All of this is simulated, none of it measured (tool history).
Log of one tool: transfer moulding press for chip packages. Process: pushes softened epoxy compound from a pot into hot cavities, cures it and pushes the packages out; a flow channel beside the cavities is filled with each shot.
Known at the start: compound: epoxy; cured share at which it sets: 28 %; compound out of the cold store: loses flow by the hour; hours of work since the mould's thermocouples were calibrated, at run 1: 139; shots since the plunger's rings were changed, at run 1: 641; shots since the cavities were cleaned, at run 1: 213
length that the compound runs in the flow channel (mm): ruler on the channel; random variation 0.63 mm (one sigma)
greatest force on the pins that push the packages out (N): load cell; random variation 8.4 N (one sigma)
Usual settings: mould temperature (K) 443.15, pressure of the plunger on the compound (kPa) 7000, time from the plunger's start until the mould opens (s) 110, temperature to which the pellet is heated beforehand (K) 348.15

| run | day | mould temperature (K) | pressure of the plunger on the compound (kPa) | time from the plunger's start until the mould opens (s) | temperature to which the pellet is heated beforehand (K) | hours of work since the mould's thermocouples were calibrated | shots since the plunger's rings were changed | shots since the cavities were cleaned | incoming compound's hours out of the cold store | length that the compound runs in the flow channel (mm) | greatest force on the pins that push the packages out (N) |
|---|---|---|---|---|---|---|---|---|---|---|---|
| 1 | 0 | 443.15 | 7000 | 110 | 348.15 | 139 | 641 | 213 | 22.3 | 518.5 | 510 |
| 2 | 0.246 | 443.15 | 7000 | 129 | 348.15 | 141 | 679 | 251 | 16.2 | 528.1 | 490 |
| 3 | 0.592 | 443.15 | 7000 | 129 | 348.15 | 145 | 733 | 305 | 34.1 | 500.2 | 513 |
| 4 | 0.804 | 443.15 | 7000 | 110 | 348.15 | 147 | 766 | 338 | 30.7 | 506 | 562 |
| 5 | 1.079 | 443.15 | 7000 | 110 | 348.15 | 150 | 809 | 381 | 23.6 | 514.2 | 581 |
| 6 | 1.292 | 443.15 | 7000 | 110 | 348.15 | 152 | 842 | 414 | 29.7 | 505.7 | 593 |
| 7 | 1.567 | 443.15 | 7000 | 110 | 348.15 | 154 | 884 | 456 | 28.4 | 508.1 | 605 |
|  | 1.646 | cavities cleaned with cleaning compound and waxed |
| 8 | 2.029 | 443.15 | 7000 | 110 | 348.15 | 158 | 946 | 59 | 23.8 | 514.5 | 663 |
| 9 | 2.392 | 443.15 | 7270 | 110 | 348.15 | 162 | 1003 | 116 | 48 | 490.3 | 659 |
| 10 | 2.65 | 443.15 | 7000 | 110 | 339.15 | 165 | 1043 | 156 | 16.3 | 526.8 | 735 |
| 11 | 3.017 | 443.15 | 5630 | 110 | 347.15 | 168 | 1100 | 213 | 16.6 | 470.6 | 702 |
|  | 3.175 | cavities cleaned with cleaning compound and waxed, once more |
| 12 | 3.271 | 443.15 | 5630 | 110 | 347.15 | 170 | 1129 | 14 | 41.5 | 438.1 | 399 |
| 13 | 3.454 | 439.15 | 7000 | 120 | 338.15 | 172 | 1158 | 43 | 23.3 | 526.2 | 460 |
| 14 | 3.812 | 439.15 | 7000 | 128 | 338.15 | 176 | 1213 | 98 | 24.5 | 524 | 445 |
| 15 | 4.2 | 443.15 | 6020 | 145 | 348.15 | 179 | 1273 | 158 | 43.1 | 450.1 | 419 |
| 16 | 4.442 | 443.15 | 6020 | 145 | 348.15 | 182 | 1311 | 196 | 39.3 | 456.3 | 452 |
| 17 | 4.775 | 444.15 | 8460 | 110 | 343.15 | 185 | 1363 | 248 | 29.2 | 553.1 | 491 |
| 18 | 4.967 | 444.15 | 8460 | 110 | 343.15 | 187 | 1392 | 277 | 15.8 | 574.2 | 536 |
| 19 | 5.171 | 443.15 | 7000 | 97 | 348.15 | 189 | 1424 | 309 | 40.9 | 487.7 | 666 |

Forecast each of these 5 alternatives for the next run:
| A | 5.4 | 449.15 | 6360 | 97 | 342.15 | 191 | 1460 | 345 | 38.5 | ? | ? |
| B | 5.4 | 443.15 | 7000 | 110 | 354.15 | 191 | 1460 | 345 | 13 | ? | ? |
| C | 5.4 | 443.15 | 7000 | 115 | 355.15 | 191 | 1460 | 345 | 42.3 | ? | ? |
| D | 5.4 | 447.15 | 7000 | 97 | 348.15 | 191 | 1460 | 345 | 38.9 | ? | ? |
| E | 5.4 | 440.15 | 7000 | 112 | 348.15 | 191 | 1460 | 345 | 34.2 | ? | ? |

| run | length that the compound runs in the flow channel (mm) | greatest force on the pins that push the packages out (N) |
|---|---|---|
| A | 454.4 | 550 |
| B | 527.4 | 569 |
| C | 486.1 | 523 |
| D | 479.7 | 578 |
| E | 506.4 | 649 |
Without the tool's hidden state the same runs would have given:
| run | length that the compound runs in the flow channel (mm) | greatest force on the pins that push the packages out (N) |
|---|---|---|
| A | 459.2 | 365 |
| B | 532.9 | 374 |
| C | 491.2 | 346 |
| D | 484.8 | 383 |
| E | 511.6 | 425 |
